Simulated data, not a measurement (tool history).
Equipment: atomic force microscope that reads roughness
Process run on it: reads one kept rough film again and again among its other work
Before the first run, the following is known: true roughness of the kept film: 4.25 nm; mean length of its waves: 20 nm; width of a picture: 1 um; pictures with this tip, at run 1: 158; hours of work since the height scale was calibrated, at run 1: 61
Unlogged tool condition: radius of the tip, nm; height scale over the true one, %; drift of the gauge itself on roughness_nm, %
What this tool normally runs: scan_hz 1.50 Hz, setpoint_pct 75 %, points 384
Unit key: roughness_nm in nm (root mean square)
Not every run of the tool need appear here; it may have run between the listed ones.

run   hour  scan_hz  setpoint_pct  points  pictures with this tip  hours of work since the height scale was calibrated  roughness_nm
  1    0.0     1.50            75     384                     158                                                   61         2.790
  2   19.4     1.50            69     384                     182                                                   72         2.814
      26.6  -- new tip fitted
  3   60.7     1.95            69     384                      43                                                   96         2.817
  4   79.3     1.20            69     384                      67                                                  107         2.841
  5  114.8     1.20            69     384                     112                                                  128         2.836
  6  135.1     1.50            75     281                     137                                                  140         2.748
     178.8  -- new tip fitted
  7  178.9     1.50            75     281                       0                                                  166         2.748
  8  213.9     1.50            75     281                      45                                                  186         2.764
  9  247.4     1.50            75     571                      87                                                  206         2.817
 10  286.6     1.13            57     575                     137                                                  229         2.925
 11  327.0     2.76            57     824                     188                                                  253         2.879
     331.1  -- new tip fitted
 12  356.2     2.76            57     266                      32                                                  270         2.787
 13  386.6     2.76            57     266                      70                                                  288         2.813
 14  425.5     2.81            75     505                     120                                                  311         2.675
 15  467.3     2.81            75     505                     173                                                  335         2.708
     482.7  -- new tip fitted
 16  506.3     2.81            75     505                      29                                                  358         2.693
 17  548.3     1.73            72     311                      83                                                  383         2.763

Branching from run 17: 4 alternative next runs. What would each branch give?
  A  577.1     0.81            87     329                     119                                                  400             ?
  B  577.1     1.73            72     955                     119                                                  400             ?
  C  577.1     2.61            84     408                     119                                                  400             ?
  D  577.1     1.23            58     384                     119                                                  400             ?

run  roughness_nm
  A         2.785
  B         2.821
  C         2.583
  D         2.874
Without the tool's hidden state the same runs would have given:
run  roughness_nm
  A         2.792
  B         2.829
  C         2.589
  D         2.882
